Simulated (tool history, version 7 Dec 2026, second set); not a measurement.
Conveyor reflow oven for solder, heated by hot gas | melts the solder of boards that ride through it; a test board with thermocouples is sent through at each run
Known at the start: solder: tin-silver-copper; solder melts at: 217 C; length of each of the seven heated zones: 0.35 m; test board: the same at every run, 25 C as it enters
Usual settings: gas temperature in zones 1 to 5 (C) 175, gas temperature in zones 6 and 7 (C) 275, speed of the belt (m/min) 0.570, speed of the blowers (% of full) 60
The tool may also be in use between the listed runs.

run     day  gas temperature in zones 1 to 5 (C)  gas temperature in zones 6 and 7 (C)  speed of the belt (m/min)  speed of the blowers (% of full)  highest temperature of the board (C)  time above the solder's melting point (s)
  1   0.000                                  175                                   275                      0.570                                60                                 259.8                                      60.41
      0.617  -- flux residue cleaned out of gas plates and filters
  2   1.458                                  175                                   275                      0.570                                60                                 259.9                                      60.56
  3   2.421                                  175                                   275                      0.570                                60                                 259.5                                      60.29
  4   3.308                                  175                                   275                      0.570                                60                                 259.9                                      60.26
  5   4.400                                  175                                   275                      0.657                                60                                 255.1                                      48.82
  6   5.329                                  175                                   275                      0.570                                60                                 259.9                                      60.44
  7   6.333                                  175                                   275                      0.570                                60                                 260.1                                      60.31
  8   6.996                                  175                                   275                      0.570                                60                                 259.9                                      60.31
  9   8.067                                  175                                   275                      0.570                                60                                 259.7                                      60.40
 10   9.279                                  175                                   275                      0.570                                60                                 260.0                                      60.49
 11   9.933                                  175                                   275                      0.570                                60                                 260.1                                      60.39
 12  11.279                                  175                                   275                      0.570                                72                                 262.1                                      61.71
 13  11.888                                  175                                   275                      0.570                                72                                 261.9                                      61.81
     12.875  -- flux residue cleaned out of gas plates and filters
 14  13.046                                  172                                   275                      0.620                                60                                 256.5                                      52.46

The next listed run, before its measurement:
 15  13.675                                  172                                   275                      0.620                                60                                     ?                                          ?

highest temperature of the board (C): 256.2
time above the solder's melting point (s): 52.26
Without the tool's hidden state the same run would have given highest temperature of the board (C) 256.3, time above the solder's melting point (s) 52.26.
